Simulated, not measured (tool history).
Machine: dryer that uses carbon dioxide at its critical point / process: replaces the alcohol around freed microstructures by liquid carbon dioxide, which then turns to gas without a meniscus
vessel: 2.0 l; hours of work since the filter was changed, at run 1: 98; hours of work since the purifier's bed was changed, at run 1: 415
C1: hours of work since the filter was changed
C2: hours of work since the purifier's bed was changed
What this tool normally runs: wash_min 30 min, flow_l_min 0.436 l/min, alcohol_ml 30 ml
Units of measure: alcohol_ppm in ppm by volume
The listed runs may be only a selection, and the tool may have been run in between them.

{"run": 1, "hour": 0.0, "wash_min": 30, "flow_l_min": 0.436, "alcohol_ml": 30, "C1": 98, "C2": 415, "alcohol_ppm": 202}
{"run": 2, "hour": 22.4, "wash_min": 30, "flow_l_min": 0.436, "alcohol_ml": 30, "C1": 109, "C2": 426, "alcohol_ppm": 205}
{"run": 3, "hour": 40.8, "wash_min": 30, "flow_l_min": 0.436, "alcohol_ml": 30, "C1": 118, "C2": 435, "alcohol_ppm": 202}
{"run": 4, "hour": 62.2, "wash_min": 30, "flow_l_min": 0.265, "alcohol_ml": 30, "C1": 129, "C2": 446, "alcohol_ppm": 655}
{"run": 5, "hour": 85.7, "wash_min": 30, "flow_l_min": 0.436, "alcohol_ml": 30, "C1": 141, "C2": 458, "alcohol_ppm": 216}
{"run": 6, "hour": 102.0, "wash_min": 24, "flow_l_min": 0.436, "alcohol_ml": 30, "C1": 149, "C2": 466, "alcohol_ppm": 357}
{"run": 7, "hour": 130.5, "wash_min": 24, "flow_l_min": 0.436, "alcohol_ml": 30, "C1": 164, "C2": 481, "alcohol_ppm": 343}
{"run": 8, "hour": 160.2, "wash_min": 30, "flow_l_min": 0.735, "alcohol_ml": 30, "C1": 179, "C2": 496, "alcohol_ppm": 169}
{"run": 9, "hour": 194.7, "wash_min": 30, "flow_l_min": 0.484, "alcohol_ml": 30, "C1": 196, "C2": 513, "alcohol_ppm": 209}
{"run": 10, "hour": 221.9, "wash_min": 30, "flow_l_min": 0.436, "alcohol_ml": 30, "C1": 210, "C2": 527, "alcohol_ppm": 250}
{"run": 11, "hour": 258.5, "wash_min": 30, "flow_l_min": 0.436, "alcohol_ml": 29, "C1": 229, "C2": 545, "alcohol_ppm": 255}
{"run": 12, "hour": 294.9, "wash_min": 30, "flow_l_min": 0.436, "alcohol_ml": 37, "C1": 247, "C2": 564, "alcohol_ppm": 275}
{"run": 13, "hour": 321.3, "wash_min": 30, "flow_l_min": 0.436, "alcohol_ml": 37, "C1": 260, "C2": 577, "alcohol_ppm": 288}
{"run": 14, "hour": 356.8, "wash_min": 30, "flow_l_min": 0.436, "alcohol_ml": 37, "C1": 278, "C2": 595, "alcohol_ppm": 291}
{"run": 15, "hour": 380.3, "wash_min": 30, "flow_l_min": 0.436, "alcohol_ml": 37, "C1": 290, "C2": 607, "alcohol_ppm": 289}
{"run": 16, "hour": 407.6, "wash_min": 30, "flow_l_min": 0.436, "alcohol_ml": 37, "C1": 304, "C2": 621, "alcohol_ppm": 306}
{"run": 17, "hour": 440.7, "wash_min": 30, "flow_l_min": 0.436, "alcohol_ml": 37, "C1": 321, "C2": 637, "alcohol_ppm": 310}
{"run": 18, "hour": 468.8, "wash_min": 33, "flow_l_min": 0.436, "alcohol_ml": 30, "C1": 335, "C2": 651, "alcohol_ppm": 272}
{"run": 19, "hour": 492.3, "wash_min": 33, "flow_l_min": 0.436, "alcohol_ml": 30, "C1": 347, "C2": 663, "alcohol_ppm": 275}
{"run": 20, "hour": 517.6, "wash_min": 33, "flow_l_min": 0.436, "alcohol_ml": 30, "C1": 359, "C2": 676, "alcohol_ppm": 278}
{"run": 21, "hour": 537.1, "wash_min": 30, "flow_l_min": 0.436, "alcohol_ml": 22, "C1": 369, "C2": 686, "alcohol_ppm": 299}
{"run": 22, "hour": 569.7, "wash_min": 30, "flow_l_min": 0.301, "alcohol_ml": 30, "C1": 386, "C2": 702, "alcohol_ppm": 602}
{"run": 23, "hour": 603.5, "wash_min": 30, "flow_l_min": 0.381, "alcohol_ml": 30, "C1": 403, "C2": 720, "alcohol_ppm": 397}
{"run": 24, "hour": 625.5, "wash_min": 36, "flow_l_min": 0.293, "alcohol_ml": 54, "C1": 414, "C2": 731, "alcohol_ppm": 613}
{"run": 25, "hour": 645.0, "wash_min": 30, "flow_l_min": 0.604, "alcohol_ml": 55, "C1": 424, "C2": 741, "alcohol_ppm": 286}
{"run": 26, "hour": 673.2, "wash_min": 30, "flow_l_min": 0.306, "alcohol_ml": 30, "C1": 438, "C2": 755, "alcohol_ppm": 623}
{"run": 27, "hour": 705.0, "wash_min": 27, "flow_l_min": 0.362, "alcohol_ml": 42, "C1": 454, "C2": 771, "alcohol_ppm": 658}
{"run": 28, "hour": 720.8, "wash_min": 21, "flow_l_min": 0.287, "alcohol_ml": 47, "C1": 462, "C2": 779, "alcohol_ppm": 2239}
{"run": 29, "hour": 739.0, "wash_min": 39, "flow_l_min": 0.436, "alcohol_ml": 27, "C1": 471, "C2": 788, "alcohol_ppm": 300}
{"run": 30, "hour": 758.5, "wash_min": 39, "flow_l_min": 0.436, "alcohol_ml": 27, "C1": 481, "C2": 798, "alcohol_ppm": 290}
{"run": 31, "hour": 787.1, "wash_min": 47, "flow_l_min": 0.272, "alcohol_ml": 25, "C1": 496, "C2": 812, "alcohol_ppm": 366}
{"hour": 795.3, "done": "purifier's bed changed"}
{"run": 32, "hour": 808.3, "wash_min": 21, "flow_l_min": 0.299, "alcohol_ml": 32, "C1": 505, "C2": 7, "alcohol_ppm": 1286}
{"run": 33, "hour": 845.8, "wash_min": 21, "flow_l_min": 0.436, "alcohol_ml": 35, "C1": 524, "C2": 26, "alcohol_ppm": 456}
{"run": 34, "hour": 884.0, "wash_min": 42, "flow_l_min": 0.426, "alcohol_ml": 87, "C1": 543, "C2": 45, "alcohol_ppm": 54}
{"hour": 903.0, "done": "inlet filter changed"}
{"run": 35, "hour": 915.8, "wash_min": 30, "flow_l_min": 0.436, "alcohol_ml": 24, "C1": 6, "C2": 60, "alcohol_ppm": 76}
{"run": 36, "hour": 953.4, "wash_min": 30, "flow_l_min": 0.436, "alcohol_ml": 24, "C1": 25, "C2": 79, "alcohol_ppm": 81}
{"run": 37, "hour": 981.4, "wash_min": 30, "flow_l_min": 0.436, "alcohol_ml": 24, "C1": 40, "C2": 94, "alcohol_ppm": 86}
{"run": 38, "hour": 1001.7, "wash_min": 30, "flow_l_min": 0.633, "alcohol_ml": 105, "C1": 50, "C2": 104, "alcohol_ppm": 56}
{"run": 39, "hour": 1028.3, "wash_min": 30, "flow_l_min": 0.633, "alcohol_ml": 105, "C1": 63, "C2": 117, "alcohol_ppm": 76}
{"run": 40, "hour": 1044.4, "wash_min": 30, "flow_l_min": 0.436, "alcohol_ml": 30, "C1": 71, "C2": 125, "alcohol_ppm": 108}
{"run": 41, "hour": 1074.8, "wash_min": 30, "flow_l_min": 0.436, "alcohol_ml": 30, "C1": 87, "C2": 141, "alcohol_ppm": 121}
{"run": 42, "hour": 1107.2, "wash_min": 30, "flow_l_min": 0.436, "alcohol_ml": 60, "C1": 103, "C2": 157, "alcohol_ppm": 172}
{"run": 43, "hour": 1132.2, "wash_min": 36, "flow_l_min": 0.631, "alcohol_ml": 118, "C1": 116, "C2": 170, "alcohol_ppm": 71}
{"run": 44, "hour": 1169.9, "wash_min": 27, "flow_l_min": 0.436, "alcohol_ml": 33, "C1": 135, "C2": 189, "alcohol_ppm": 180}
{"run": 45, "hour": 1208.4, "wash_min": 39, "flow_l_min": 0.456, "alcohol_ml": 29, "C1": 154, "C2": 208, "alcohol_ppm": 75}
{"run": 46, "hour": 1237.7, "wash_min": 39, "flow_l_min": 0.456, "alcohol_ml": 29, "C1": 169, "C2": 223, "alcohol_ppm": 97}

Selected run-to-run steps in alcohol_ppm, each split into two signed amounts: the part the tool would show with no hidden state at all (from settings, incoming material and random variation), and the remainder, which goes to the hidden state together with any gauge scatter not common to the measured and the hidden-state-free results:
The tool's hidden condition here consists of: flow that reaches the vessel past the clogged filter, %; alcohol in the recycled carbon dioxide, ppm; drift of the gauge itself on alcohol_ppm, %.
Run 27 -> 28: wash_min 27 -> 21, flow_l_min 0.362 -> 0.287, alcohol_ml 42 -> 47. alcohol_ppm +1581 ppm by volume: hidden state +212, all else +1369.
Run 28 -> 29: wash_min 21 -> 39, flow_l_min 0.287 -> 0.436, alcohol_ml 47 -> 27. alcohol_ppm -1939 ppm by volume: hidden state -284, all else -1655.
Run 31 -> 32: wash_min 47 -> 21, flow_l_min 0.272 -> 0.299, alcohol_ml 25 -> 32, purifier's bed changed. alcohol_ppm +920 ppm by volume: hidden state -96, all else +1016.
Run 32 -> 33: flow_l_min 0.299 -> 0.436, alcohol_ml 32 -> 35. alcohol_ppm -830 ppm by volume: hidden state -100, all else -730.
